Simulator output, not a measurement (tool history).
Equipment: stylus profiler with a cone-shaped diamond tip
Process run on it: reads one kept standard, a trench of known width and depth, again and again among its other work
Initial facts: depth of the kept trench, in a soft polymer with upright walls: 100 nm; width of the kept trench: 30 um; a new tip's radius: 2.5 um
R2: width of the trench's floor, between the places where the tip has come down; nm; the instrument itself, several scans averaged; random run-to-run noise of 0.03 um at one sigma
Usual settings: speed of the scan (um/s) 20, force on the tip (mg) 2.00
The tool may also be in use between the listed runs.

run 1 hour=0.0 | speed_of_the_scan_(um/s)=20 force_on_the_tip_(mg)=2.00 | depth_of_the_trench_(Å)=1013.7 R2=28520
run 2 hour=90.6 | speed_of_the_scan_(um/s)=20 force_on_the_tip_(mg)=1.31 | depth_of_the_trench_(Å)=1010.3 R2=28580
run 3 hour=132.2 | speed_of_the_scan_(um/s)=20 force_on_the_tip_(mg)=0.74 | depth_of_the_trench_(Å)=1007.0 R2=28500
run 4 hour=194.8 | speed_of_the_scan_(um/s)=20 force_on_the_tip_(mg)=1.60 | depth_of_the_trench_(Å)=1011.7 R2=28570
run 5 hour=255.1 | speed_of_the_scan_(um/s)=20 force_on_the_tip_(mg)=1.60 | depth_of_the_trench_(Å)=1011.5 R2=28590
run 6 hour=347.5 | speed_of_the_scan_(um/s)=20 force_on_the_tip_(mg)=0.79 | depth_of_the_trench_(Å)=1007.2 R2=28500
run 7 hour=409.5 | speed_of_the_scan_(um/s)=20 force_on_the_tip_(mg)=0.79 | depth_of_the_trench_(Å)=1007.6 R2=28480
run 8 hour=474.9 | speed_of_the_scan_(um/s)=20 force_on_the_tip_(mg)=0.79 | depth_of_the_trench_(Å)=1007.2 R2=28520
run 9 hour=533.3 | speed_of_the_scan_(um/s)=20 force_on_the_tip_(mg)=0.79 | depth_of_the_trench_(Å)=1007.2 R2=28550
run 10 hour=633.3 | speed_of_the_scan_(um/s)=57 force_on_the_tip_(mg)=3.39 | depth_of_the_trench_(Å)=1019.3 R2=28470
run 11 hour=710.1 | speed_of_the_scan_(um/s)=57 force_on_the_tip_(mg)=3.39 | depth_of_the_trench_(Å)=1019.2 R2=28540
run 12 hour=810.6 | speed_of_the_scan_(um/s)=17 force_on_the_tip_(mg)=0.97 | depth_of_the_trench_(Å)=1008.6 R2=28550
run 13 hour=893.5 | speed_of_the_scan_(um/s)=46 force_on_the_tip_(mg)=0.71 | depth_of_the_trench_(Å)=1006.9 R2=28380
run 14 hour=983.9 | speed_of_the_scan_(um/s)=15 force_on_the_tip_(mg)=2.10 | depth_of_the_trench_(Å)=1013.9 R2=28590
run 15 hour=1053.6 | speed_of_the_scan_(um/s)=20 force_on_the_tip_(mg)=3.47 | depth_of_the_trench_(Å)=1019.6 R2=28600
run 16 hour=1125.0 | speed_of_the_scan_(um/s)=9 force_on_the_tip_(mg)=3.09 | depth_of_the_trench_(Å)=1018.0 R2=28630
run 17 hour=1206.8 | speed_of_the_scan_(um/s)=50 force_on_the_tip_(mg)=1.98 | depth_of_the_trench_(Å)=1013.6 R2=28440

Not shown here: 1 entry made in the log between runs. Locate each between two listed runs and compare the hidden state at the listed run before it with the hidden state at the listed run after it:
Logged between run 16 and run 17: new tip fitted, height scale calibrated (hour 1139.3)
  radius of the tip, um: 2.55 -> 2.5; height scale over the true one, %: -0.002 -> 0
